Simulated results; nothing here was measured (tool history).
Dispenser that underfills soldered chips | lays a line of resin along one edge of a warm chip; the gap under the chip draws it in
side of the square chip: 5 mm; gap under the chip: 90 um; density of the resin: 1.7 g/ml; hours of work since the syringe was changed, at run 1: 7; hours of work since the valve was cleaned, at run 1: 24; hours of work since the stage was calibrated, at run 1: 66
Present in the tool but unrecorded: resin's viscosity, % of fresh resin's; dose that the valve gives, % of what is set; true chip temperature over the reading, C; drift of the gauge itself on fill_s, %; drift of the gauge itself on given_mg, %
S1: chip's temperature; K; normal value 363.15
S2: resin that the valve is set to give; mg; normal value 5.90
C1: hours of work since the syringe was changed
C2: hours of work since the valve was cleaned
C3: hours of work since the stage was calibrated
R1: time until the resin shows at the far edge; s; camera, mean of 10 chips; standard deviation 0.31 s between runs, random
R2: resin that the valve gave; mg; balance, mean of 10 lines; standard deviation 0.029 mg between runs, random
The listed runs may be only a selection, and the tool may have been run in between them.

run 1 hour=0.0 | S1=363.15 S2=5.90 | C1=7 C2=24 C3=66 | R1=10.6 R2=5.85
run 2 hour=2.7 | S1=363.15 S2=5.90 | C1=9 C2=26 C3=68 | R1=12.1 R2=5.85
-- hour=4.9 new syringe of resin
run 3 hour=5.9 | S1=363.15 S2=5.90 | C1=1 C2=28 C3=70 | R1=7.0 R2=5.75
run 4 hour=9.4 | S1=363.15 S2=5.30 | C1=3 C2=31 C3=73 | R1=9.1 R2=5.18
run 5 hour=12.8 | S1=363.15 S2=5.30 | C1=6 C2=34 C3=75 | R1=10.3 R2=5.15
run 6 hour=17.6 | S1=363.15 S2=5.90 | C1=10 C2=37 C3=79 | R1=13.3 R2=5.80
-- hour=18.2 new syringe of resin
run 7 hour=22.3 | S1=363.15 S2=7.63 | C1=3 C2=41 C3=83 | R1=7.4 R2=7.46
-- hour=27.3 dispensing valve cleaned and set on the balance
run 8 hour=29.9 | S1=350.15 S2=5.90 | C1=8 C2=2 C3=88 | R1=22.3 R2=5.90
-- hour=32.9 new syringe of resin
run 9 hour=34.2 | S1=350.15 S2=5.90 | C1=1 C2=5 C3=91 | R1=14.3 R2=5.92
run 10 hour=38.7 | S1=350.15 S2=5.90 | C1=4 C2=9 C3=94 | R1=17.2 R2=5.81
run 11 hour=45.2 | S1=350.15 S2=5.90 | C1=9 C2=14 C3=99 | R1=25.4 R2=5.84
-- hour=46.4 new syringe of resin
run 12 hour=49.3 | S1=350.15 S2=5.90 | C1=2 C2=16 C3=102 | R1=14.6 R2=5.84
run 13 hour=53.0 | S1=360.15 S2=5.90 | C1=5 C2=19 C3=105 | R1=11.2 R2=5.81
run 14 hour=58.8 | S1=360.15 S2=5.90 | C1=10 C2=24 C3=109 | R1=15.1 R2=5.80
-- hour=59.9 new syringe of resin
run 15 hour=65.4 | S1=363.15 S2=6.81 | C1=4 C2=29 C3=114 | R1=8.8 R2=6.63
run 16 hour=69.5 | S1=363.15 S2=6.81 | C1=7 C2=32 C3=117 | R1=11.0 R2=6.66
-- hour=73.6 new syringe of resin
run 17 hour=73.9 | S1=363.15 S2=5.90 | C1=0 C2=35 C3=121 | R1=7.0 R2=5.72
run 18 hour=79.2 | S1=363.15 S2=5.90 | C1=4 C2=39 C3=125 | R1=9.0 R2=5.72
run 19 hour=85.0 | S1=363.15 S2=5.90 | C1=9 C2=43 C3=129 | R1=12.9 R2=5.72
-- hour=86.7 dispensing valve cleaned and set on the balance
-- hour=88.4 new syringe of resin
run 20 hour=91.2 | S1=375.15 S2=6.43 | C1=2 C2=3 C3=133 | R1=4.6 R2=6.44
run 21 hour=95.4 | S1=352.15 S2=5.91 | C1=5 C2=7 C3=136 | R1=17.3 R2=5.84
run 22 hour=99.0 | S1=352.15 S2=5.91 | C1=8 C2=9 C3=139 | R1=21.3 R2=5.89
-- hour=101.7 new syringe of resin
run 23 hour=103.6 | S1=352.15 S2=5.91 | C1=1 C2=13 C3=142 | R1=12.6 R2=5.88
run 24 hour=109.4 | S1=363.15 S2=7.51 | C1=6 C2=17 C3=147 | R1=11.3 R2=7.44
-- hour=115.1 new syringe of resin
run 25 hour=115.3 | S1=361.15 S2=5.39 | C1=0 C2=21 C3=151 | R1=8.0 R2=5.27
run 26 hour=119.1 | S1=361.15 S2=5.39 | C1=3 C2=24 C3=154 | R1=9.0 R2=5.30
run 27 hour=123.0 | S1=369.15 S2=5.50 | C1=6 C2=27 C3=157 | R1=8.4 R2=5.40
run 28 hour=127.3 | S1=369.15 S2=5.50 | C1=9 C2=31 C3=160 | R1=9.9 R2=5.35
-- hour=128.6 new syringe of resin
run 29 hour=130.4 | S1=361.15 S2=5.63 | C1=1 C2=33 C3=162 | R1=8.6 R2=5.46
run 30 hour=134.5 | S1=356.15 S2=5.79 | C1=5 C2=36 C3=166 | R1=12.9 R2=5.67
run 31 hour=140.5 | S1=356.15 S2=5.79 | C1=9 C2=41 C3=170 | R1=18.7 R2=5.64
-- hour=142.1 new syringe of resin
-- hour=146.4 dispensing valve cleaned and set on the balance
run 32 hour=146.4 | S1=369.15 S2=5.95 | C1=3 C2=0 C3=174 | R1=6.0 R2=5.99
run 33 hour=150.1 | S1=351.15 S2=7.22 | C1=5 C2=3 C3=177 | R1=18.2 R2=7.26
run 34 hour=156.1 | S1=354.15 S2=5.60 | C1=10 C2=7 C3=181 | R1=21.4 R2=5.59
-- hour=156.9 new syringe of resin
run 35 hour=161.5 | S1=350.15 S2=6.50 | C1=4 C2=11 C3=185 | R1=17.1 R2=6.46
run 36 hour=165.0 | S1=360.15 S2=6.72 | C1=6 C2=14 C3=188 | R1=12.0 R2=6.63
run 37 hour=169.4 | S1=357.15 S2=7.41 | C1=10 C2=17 C3=191 | R1=17.2 R2=7.36

3 options for the next run, each taken on its own from the tool as it stands now. Forecast them:
-- hour=170.5 new syringe of resin
run A hour=172.7 | S1=357.15 S2=6.41 | C1=2 C2=20 C3=193 | R1=? R2=?
-- hour=170.5 new syringe of resin
run B hour=172.7 | S1=356.15 S2=7.39 | C1=2 C2=20 C3=193 | R1=? R2=?
-- hour=170.5 new syringe of resin
run C hour=172.7 | S1=354.15 S2=7.19 | C1=2 C2=20 C3=193 | R1=? R2=?

run=A R1=10.5 R2=6.33
run=B R1=10.6 R2=7.31
run=C R1=12.2 R2=7.07
With the hidden condition removed and each run's random variation left untouched, the same runs would have given:
run=A R1=8.8 R2=6.41
run=B R1=8.7 R2=7.41
run=C R1=10.2 R2=7.16

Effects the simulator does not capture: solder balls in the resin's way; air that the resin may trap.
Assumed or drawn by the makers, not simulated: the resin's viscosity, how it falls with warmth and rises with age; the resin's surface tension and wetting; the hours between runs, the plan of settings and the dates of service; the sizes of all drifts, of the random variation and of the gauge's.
